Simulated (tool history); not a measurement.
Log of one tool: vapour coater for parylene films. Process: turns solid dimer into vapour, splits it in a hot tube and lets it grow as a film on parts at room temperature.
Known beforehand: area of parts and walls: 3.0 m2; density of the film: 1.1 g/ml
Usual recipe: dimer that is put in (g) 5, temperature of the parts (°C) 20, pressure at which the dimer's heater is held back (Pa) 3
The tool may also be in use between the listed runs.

run     day  dimer that is put in (g)  temperature of the parts (°C)  pressure at which the dimer's heater is held back (Pa)  thickness of the film (um)
  1       0                         5                             20                                                       3                       0.763
  2   1.229                         5                             20                                                       3                       0.768
  3   2.621                         5                             20                                                       3                       0.765
  4   3.542                         5                             20                                                       3                       0.752
  5   4.367                         5                             20                                                       3                       0.752
  6   5.475                         5                             20                                                       3                       0.751
  7   6.742                         5                             20                                                       3                       0.762
  8   7.554                         5                             20                                                       3                       0.756
      7.696  -- table's thermometer calibrated
  9    8.55                         5                             20                                                       3                       0.753
 10   9.242                         5                             20                                                       3                        0.75
 11  10.117                         5                             20                                                   10.59                        0.56
 12  10.892                         5                             20                                                   10.59                       0.564
 13  12.092                         5                             20                                                       3                       0.742
 14  13.358                         5                             13                                                    4.77                       0.868
     13.888  -- table's thermometer calibrated, once more
 15  14.812                         2                             17                                                       3                       0.336
 16  15.758                         5                             20                                                    6.84                       0.622
 17  16.912                         7                             14                                                    4.76                       1.194
 18  18.354                         6                             14                                                    7.13                       0.929
 19  19.425                         6                             14                                                    7.13                       0.918
 20  20.679                         3                             14                                                   11.72                       0.409
 21  21.721                         8                             14                                                   11.72                       1.096
 22  22.379                         3                             14                                                   11.28                       0.418
 23  23.254                         7                             20                                                    6.25                       0.869
 24  23.946                         5                             20                                                    11.1                       0.545
     24.688  -- trap's valve overhauled
 25  24.879                         2                             27                                                    2.43                       0.257
 26  25.671                         3                             25                                                    2.75                       0.396

Each row is a separate what-if for the run after 26, all from the same tool condition, not one after another. Results?
  A  26.888                         3                             22                                                    7.26                           ?
  B  26.888                         3                             30                                                    9.04                           ?
  C  26.888                         3                             21                                                    8.12                           ?

run  thickness of the film (um)
  A                        0.36
  B                       0.252
  C                        0.36
With no hidden state in the tool, these same runs would have given:
run  thickness of the film (um)
  A                       0.361
  B                       0.253
  C                       0.362
